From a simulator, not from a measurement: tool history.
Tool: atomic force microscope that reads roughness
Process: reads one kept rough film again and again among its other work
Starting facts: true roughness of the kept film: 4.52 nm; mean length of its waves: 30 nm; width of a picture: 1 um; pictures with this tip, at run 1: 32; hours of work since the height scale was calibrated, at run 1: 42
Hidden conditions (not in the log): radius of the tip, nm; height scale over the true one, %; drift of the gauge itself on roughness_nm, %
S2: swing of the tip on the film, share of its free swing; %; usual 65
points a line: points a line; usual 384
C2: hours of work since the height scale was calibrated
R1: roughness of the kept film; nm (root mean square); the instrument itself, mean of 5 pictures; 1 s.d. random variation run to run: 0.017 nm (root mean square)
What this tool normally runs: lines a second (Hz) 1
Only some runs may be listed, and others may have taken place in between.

run 1 hour=0 | lines_a_second_(Hz)=1 S2=65 points_a_line=384 | pictures_with_this_tip=32 C2=42 | R1=3.977
run 2 hour=8.4 | lines_a_second_(Hz)=1 S2=65 points_a_line=384 | pictures_with_this_tip=45 C2=47 | R1=3.968
run 3 hour=15.8 | lines_a_second_(Hz)=1 S2=65 points_a_line=384 | pictures_with_this_tip=56 C2=52 | R1=3.935
run 4 hour=24 | lines_a_second_(Hz)=1 S2=65 points_a_line=384 | pictures_with_this_tip=68 C2=57 | R1=3.965
run 5 hour=32.7 | lines_a_second_(Hz)=1 S2=65 points_a_line=384 | pictures_with_this_tip=81 C2=62 | R1=3.932
run 6 hour=40.4 | lines_a_second_(Hz)=1 S2=65 points_a_line=384 | pictures_with_this_tip=93 C2=67 | R1=3.919
run 7 hour=48.5 | lines_a_second_(Hz)=1 S2=65 points_a_line=384 | pictures_with_this_tip=105 C2=72 | R1=3.94
run 8 hour=52.6 | lines_a_second_(Hz)=0.6 S2=65 points_a_line=384 | pictures_with_this_tip=111 C2=75 | R1=3.909
run 9 hour=57.6 | lines_a_second_(Hz)=1 S2=85 points_a_line=384 | pictures_with_this_tip=119 C2=78 | R1=3.795
run 10 hour=62.5 | lines_a_second_(Hz)=3.46 S2=65 points_a_line=384 | pictures_with_this_tip=126 C2=81 | R1=3.768
run 11 hour=70.7 | lines_a_second_(Hz)=3.46 S2=65 points_a_line=384 | pictures_with_this_tip=138 C2=86 | R1=3.753
run 12 hour=74.8 | lines_a_second_(Hz)=3.46 S2=65 points_a_line=485 | pictures_with_this_tip=144 C2=88 | R1=3.773
run 13 hour=83 | lines_a_second_(Hz)=3.46 S2=65 points_a_line=485 | pictures_with_this_tip=157 C2=94 | R1=3.713
run 14 hour=89.6 | lines_a_second_(Hz)=3.46 S2=65 points_a_line=485 | pictures_with_this_tip=166 C2=98 | R1=3.733
run 15 hour=94.1 | lines_a_second_(Hz)=3.46 S2=65 points_a_line=485 | pictures_with_this_tip=173 C2=100 | R1=3.725
run 16 hour=102.7 | lines_a_second_(Hz)=1.59 S2=77 points_a_line=384 | pictures_with_this_tip=186 C2=106 | R1=3.706
run 17 hour=108.8 | lines_a_second_(Hz)=1.59 S2=77 points_a_line=384 | pictures_with_this_tip=195 C2=110 | R1=3.748
run 18 hour=117.4 | lines_a_second_(Hz)=0.83 S2=62 points_a_line=918 | pictures_with_this_tip=208 C2=115 | R1=3.833
run 19 hour=123.4 | lines_a_second_(Hz)=1 S2=57 points_a_line=384 | pictures_with_this_tip=217 C2=119 | R1=3.841
run 20 hour=128.9 | lines_a_second_(Hz)=1 S2=57 points_a_line=384 | pictures_with_this_tip=225 C2=122 | R1=3.811
run 21 hour=132.8 | lines_a_second_(Hz)=1 S2=57 points_a_line=384 | pictures_with_this_tip=231 C2=124 | R1=3.797
run 22 hour=139.1 | lines_a_second_(Hz)=1 S2=57 points_a_line=384 | pictures_with_this_tip=241 C2=128 | R1=3.821
run 23 hour=143.7 | lines_a_second_(Hz)=3.2 S2=64 points_a_line=313 | pictures_with_this_tip=247 C2=131 | R1=3.679
run 24 hour=151.4 | lines_a_second_(Hz)=1 S2=65 points_a_line=638 | pictures_with_this_tip=259 C2=136 | R1=3.789
run 25 hour=155.7 | lines_a_second_(Hz)=3.65 S2=80 points_a_line=508 | pictures_with_this_tip=265 C2=139 | R1=3.406
run 26 hour=164 | lines_a_second_(Hz)=1.36 S2=62 points_a_line=379 | pictures_with_this_tip=278 C2=144 | R1=3.78
run 27 hour=169.8 | lines_a_second_(Hz)=1.36 S2=62 points_a_line=379 | pictures_with_this_tip=286 C2=147 | R1=3.782
run 28 hour=178.7 | lines_a_second_(Hz)=0.59 S2=62 points_a_line=744 | pictures_with_this_tip=300 C2=153 | R1=3.799
run 29 hour=185.7 | lines_a_second_(Hz)=1 S2=65 points_a_line=426 | pictures_with_this_tip=310 C2=157 | R1=3.732

Here are 3 independent what-if runs from the current tool condition. What would each one return?
run A hour=190.1 | lines_a_second_(Hz)=0.99 S2=77 points_a_line=518 | pictures_with_this_tip=317 C2=160 | R1=?
run B hour=190.1 | lines_a_second_(Hz)=1 S2=65 points_a_line=340 | pictures_with_this_tip=317 C2=160 | R1=?
run C hour=190.1 | lines_a_second_(Hz)=0.64 S2=65 points_a_line=292 | pictures_with_this_tip=317 C2=160 | R1=?

run=A R1=3.709
run=B R1=3.747
run=C R1=3.735
Take away the tool's hidden state, keep each run's random variation, and the runs would have read:
run=A R1=4.005
run=B R1=4.045
run=C R1=4.033
